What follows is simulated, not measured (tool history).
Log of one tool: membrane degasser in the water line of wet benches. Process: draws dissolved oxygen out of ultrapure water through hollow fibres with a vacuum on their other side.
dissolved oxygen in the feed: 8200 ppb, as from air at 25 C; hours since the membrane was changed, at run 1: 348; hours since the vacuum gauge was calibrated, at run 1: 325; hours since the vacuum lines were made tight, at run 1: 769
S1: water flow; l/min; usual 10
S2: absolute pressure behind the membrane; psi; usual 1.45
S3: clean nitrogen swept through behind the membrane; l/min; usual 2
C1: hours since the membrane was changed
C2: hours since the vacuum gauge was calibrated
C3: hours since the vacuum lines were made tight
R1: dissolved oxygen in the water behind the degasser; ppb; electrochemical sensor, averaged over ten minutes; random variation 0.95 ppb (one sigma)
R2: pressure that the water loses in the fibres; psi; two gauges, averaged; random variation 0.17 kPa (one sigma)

Run 1, hour 0: usual settings; C1 348; C2 325; C3 769. Result: R1 91.5 ppb, R2 3.735 psi.
Run 2, hour 49.4: usual settings but S1 13 l/min; C1 397; C2 375; C3 819. Result: R1 129 ppb, R2 4.918 psi.
Run 3, hour 93.4: usual settings but S1 13 l/min; C1 442; C2 419; C3 863. Result: R1 128.4 ppb, R2 4.905 psi.
Run 4, hour 134.1: usual settings but S3 5.27 l/min; C1 482; C2 459; C3 904. Result: R1 40 ppb, R2 3.799 psi.
Run 5, hour 177.2: usual settings but S3 5.27 l/min; C1 525; C2 502; C3 947. Result: R1 40.6 ppb, R2 3.768 psi.
Run 6, hour 214.9: usual settings but S3 5.27 l/min; C1 563; C2 540; C3 984. Result: R1 39.4 ppb, R2 3.796 psi.
Run 7, hour 266.1: usual settings; C1 614; C2 591; C3 1036. Result: R1 90.5 ppb, R2 3.777 psi.
Run 8, hour 323.8: usual settings; C1 672; C2 649; C3 1093. Result: R1 92.5 ppb, R2 3.772 psi.
Run 9, hour 355.1: usual settings; C1 703; C2 680; C3 1125. Result: R1 90.2 ppb, R2 3.79 psi.
Run 10, hour 418.8: usual settings; C1 767; C2 744; C3 1188. Result: R1 92.3 ppb, R2 3.78 psi.
Run 11, hour 463.9: usual settings; C1 812; C2 789; C3 1233. Result: R1 92.3 ppb, R2 3.787 psi.
Run 12, hour 499.6: usual settings; C1 848; C2 825; C3 1269. Result: R1 92.2 ppb, R2 3.806 psi.
Run 13, hour 534.4: usual settings; C1 883; C2 860; C3 1304. Result: R1 92.2 ppb, R2 3.775 psi.
Run 14, hour 578.9: usual settings; C1 927; C2 904; C3 1348. Result: R1 90.9 ppb, R2 3.774 psi.
Run 15, hour 631.1: usual settings; C1 979; C2 956; C3 1401. Result: R1 91.6 ppb, R2 3.765 psi.
Run 16, hour 666.7: usual settings but S2 1.12 psi; C1 1015; C2 992; C3 1436. Result: R1 63.1 ppb, R2 3.807 psi.
Run 17, hour 724.5: usual settings but S3 3.57 l/min; C1 1073; C2 1050; C3 1494. Result: R1 55.7 ppb, R2 3.752 psi.
Run 18, hour 761.5: usual settings but S1 8 l/min, S2 1.39 psi, S3 1.09 l/min; C1 1110; C2 1087; C3 1531. Result: R1 116.8 ppb, R2 3.047 psi.
Run 19, hour 832.6: usual settings but S1 11 l/min, S2 3.06 psi; C1 1181; C2 1158; C3 1602. Result: R1 248.7 ppb, R2 4.132 psi.
Run 20, hour 897.9: usual settings but S1 6 l/min, S2 1.26 psi, S3 5.2 l/min; C1 1246; C2 1223; C3 1667. Result: R1 17.3 ppb, R2 2.251 psi.
Run 21, hour 942.1: usual settings but S1 6 l/min, S3 2.69 l/min; C1 1290; C2 1267; C3 1712. Result: R1 39.6 ppb, R2 2.245 psi.
Run 22, hour 999.8: usual settings but S1 11 l/min, S3 1.69 l/min; C1 1348; C2 1325; C3 1769. Result: R1 119.1 ppb, R2 4.163 psi.
Run 23, hour 1056: usual settings but S1 8 l/min, S2 1.17 psi, S3 1.91 l/min; C1 1404; C2 1381; C3 1825. Result: R1 54.3 ppb, R2 3.018 psi.
Run 24, hour 1102.9: usual settings but S1 12 l/min, S2 2.41 psi, S3 2.13 l/min; C1 1451; C2 1428; C3 1872. Result: R1 194.7 ppb, R2 4.54 psi.
Run 25, hour 1175: usual settings but S1 7 l/min, S2 1.48 psi, S3 3.92 l/min; C1 1523; C2 1500; C3 1944. Result: R1 33.7 ppb, R2 2.634 psi.
Run 26, hour 1232.3: usual settings but S1 16 l/min, S2 1.15 psi; C1 1580; C2 1558; C3 2002. Result: R1 135 ppb, R2 6.106 psi.
Run 27, hour 1299.7: usual settings but S1 13 l/min, S2 1.41 psi; C1 1648; C2 1625; C3 2069. Result: R1 123.5 ppb, R2 4.94 psi.
Run 28, hour 1352.2: usual settings but S1 13 l/min, S2 1.09 psi; C1 1700; C2 1677; C3 2122. Result: R1 89.8 ppb, R2 4.946 psi.
Run 29, hour 1426.4: usual settings but S1 13 l/min, S2 1.09 psi; C1 1774; C2 1752; C3 2196. Result: R1 92.1 ppb, R2 4.931 psi.
Run 30, hour 1474.7: usual settings but S1 13 l/min, S2 1.09 psi; C1 1823; C2 1800; C3 2244. Result: R1 91.7 ppb, R2 4.963 psi.
Run 31, hour 1536: usual settings but S1 13 l/min, S2 1.09 psi; C1 1884; C2 1861; C3 2305. Result: R1 90.7 ppb, R2 4.946 psi.
Run 32, hour 1602.5: usual settings but S1 9 l/min, S2 0.96 psi, S3 2.92 l/min; C1 1951; C2 1928; C3 2372. Result: R1 31.5 ppb, R2 3.427 psi.
Run 33, hour 1660.7: usual settings but S1 8 l/min, S2 1.74 psi, S3 3.99 l/min; C1 2009; C2 1986; C3 2430. Result: R1 47.4 ppb, R2 3.073 psi.
Run 34, hour 1723.4: usual settings but S1 12 l/min, S3 1.12 l/min; C1 2072; C2 2049; C3 2493. Result: R1 186.5 ppb, R2 4.573 psi.

3 ways to go on from here, each from the tool as it stands after run 34. What would each give?
Run A, hour 1788.3: usual settings but S1 7 l/min, S2 2.41 psi, S3 2.26 l/min; C1 2136; C2 2114; C3 2558. Result: R1 ?, R2 ?.
Run B, hour 1788.3: usual settings but S1 13 l/min, S3 0.88 l/min; C1 2136; C2 2114; C3 2558. Result: R1 ?, R2 ?.
Run C, hour 1788.3: usual settings but S2 1.54 psi, S3 3.69 l/min; C1 2136; C2 2114; C3 2558. Result: R1 ?, R2 ?.

run     R1     R2
  A    107  2.674
  B  251.4  4.924
  C   59.8   3.82
Without the tool's hidden state the same runs would have given:
run     R1     R2
  A    103  2.648
  B  245.3  4.879
  C   57.6  3.784

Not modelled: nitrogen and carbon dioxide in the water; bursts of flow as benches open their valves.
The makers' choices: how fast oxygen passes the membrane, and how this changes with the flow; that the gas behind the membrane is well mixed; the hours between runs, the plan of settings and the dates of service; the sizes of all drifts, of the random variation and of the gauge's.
